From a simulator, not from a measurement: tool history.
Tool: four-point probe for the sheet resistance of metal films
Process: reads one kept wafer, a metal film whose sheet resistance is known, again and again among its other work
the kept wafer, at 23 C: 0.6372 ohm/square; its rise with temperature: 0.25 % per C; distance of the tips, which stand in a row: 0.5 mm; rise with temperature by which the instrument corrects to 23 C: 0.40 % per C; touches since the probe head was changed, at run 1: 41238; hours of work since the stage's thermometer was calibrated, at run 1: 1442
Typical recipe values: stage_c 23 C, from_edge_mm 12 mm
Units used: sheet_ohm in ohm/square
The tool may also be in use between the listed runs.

| run | hour | stage_c | from_edge_mm | touches since the probe head was changed | hours of work since the stage's thermometer was calibrated | sheet_ohm |
|---|---|---|---|---|---|---|
| 1 | 0.0 | 23 | 12 | 41238 | 1442 | 0.638379 |
| 2 | 23.5 | 23 | 12 | 41849 | 1453 | 0.638477 |
| 3 | 74.9 | 23 | 12 | 43180 | 1477 | 0.638239 |
| 4 | 118.9 | 23 | 12 | 44321 | 1498 | 0.638601 |
| 5 | 168.3 | 23 | 12 | 45602 | 1521 | 0.638538 |
| 6 | 202.1 | 23 | 12 | 46479 | 1537 | 0.638661 |
| 7 | 249.3 | 23 | 12 | 47701 | 1559 | 0.638431 |
| 8 | 287.7 | 23 | 12 | 48697 | 1577 | 0.638492 |
| 9 | 330.0 | 23 | 12 | 49795 | 1597 | 0.638873 |
| 10 | 361.0 | 23 | 40 | 50599 | 1612 | 0.638105 |
| 11 | 399.6 | 23 | 40 | 51599 | 1630 | 0.638417 |
| 12 | 453.0 | 23 | 40 | 52984 | 1655 | 0.638295 |
|  | 457.4 | stage's thermometer calibrated |
| 13 | 484.5 | 23 | 40 | 53787 | 13 | 0.638152 |
| 14 | 519.7 | 21 | 12 | 54701 | 29 | 0.640211 |
| 15 | 555.6 | 21 | 12 | 55632 | 46 | 0.640537 |
| 16 | 607.1 | 21 | 12 | 56967 | 70 | 0.640612 |
| 17 | 635.9 | 21 | 12 | 57713 | 84 | 0.640888 |
| 18 | 671.1 | 26 | 12 | 58626 | 100 | 0.636345 |
|  | 701.7 | stage's thermometer calibrated, once more |
| 19 | 726.9 | 26 | 12 | 60059 | 12 | 0.637140 |
| 20 | 750.9 | 18 | 24 | 60681 | 23 | 0.644268 |
| 21 | 795.0 | 23 | 9 | 61826 | 44 | 0.640625 |
| 22 | 849.9 | 20 | 63 | 63249 | 70 | 0.642236 |
| 23 | 898.5 | 34 | 63 | 64509 | 92 | 0.629988 |
| 24 | 951.0 | 18 | 35 | 65870 | 117 | 0.644428 |
| 25 | 995.7 | 23 | 4 | 67028 | 138 | 0.644958 |
| 26 | 1041.6 | 23 | 59 | 68217 | 160 | 0.639843 |
| 27 | 1066.2 | 27 | 6 | 68857 | 171 | 0.638421 |
| 28 | 1089.4 | 27 | 6 | 69457 | 182 | 0.638832 |
| 29 | 1135.7 | 27 | 6 | 70657 | 204 | 0.638696 |
| 30 | 1164.7 | 29 | 4 | 71410 | 217 | 0.639816 |
| 31 | 1190.2 | 29 | 4 | 72072 | 229 | 0.639766 |
| 32 | 1230.8 | 25 | 12 | 73123 | 248 | 0.638744 |
| 33 | 1279.5 | 23 | 14 | 74386 | 271 | 0.640236 |
| 34 | 1306.8 | 22 | 3 | 75093 | 284 | 0.650426 |
| 35 | 1348.6 | 22 | 3 | 76178 | 304 | 0.650667 |
| 36 | 1372.7 | 32 | 49 | 76802 | 315 | 0.632091 |

Forecast each of these 5 alternatives for the next run:
| A | 1404.5 | 24 | 7 | 77628 | 330 | ? |
| B | 1404.5 | 27 | 9 | 77628 | 330 | ? |
| C | 1404.5 | 33 | 49 | 77628 | 330 | ? |
| D | 1404.5 | 23 | 64 | 77628 | 330 | ? |
| E | 1404.5 | 23 | 73 | 77628 | 330 | ? |

| run | sheet_ohm |
|---|---|
| A | 0.640868 |
| B | 0.637580 |
| C | 0.631128 |
| D | 0.640248 |
| E | 0.640324 |
Stripped of hidden state, with their random variation kept, the same runs would have yielded:
| run | sheet_ohm |
|---|---|
| A | 0.637941 |
| B | 0.634666 |
| C | 0.628239 |
| D | 0.637324 |
| E | 0.637400 |

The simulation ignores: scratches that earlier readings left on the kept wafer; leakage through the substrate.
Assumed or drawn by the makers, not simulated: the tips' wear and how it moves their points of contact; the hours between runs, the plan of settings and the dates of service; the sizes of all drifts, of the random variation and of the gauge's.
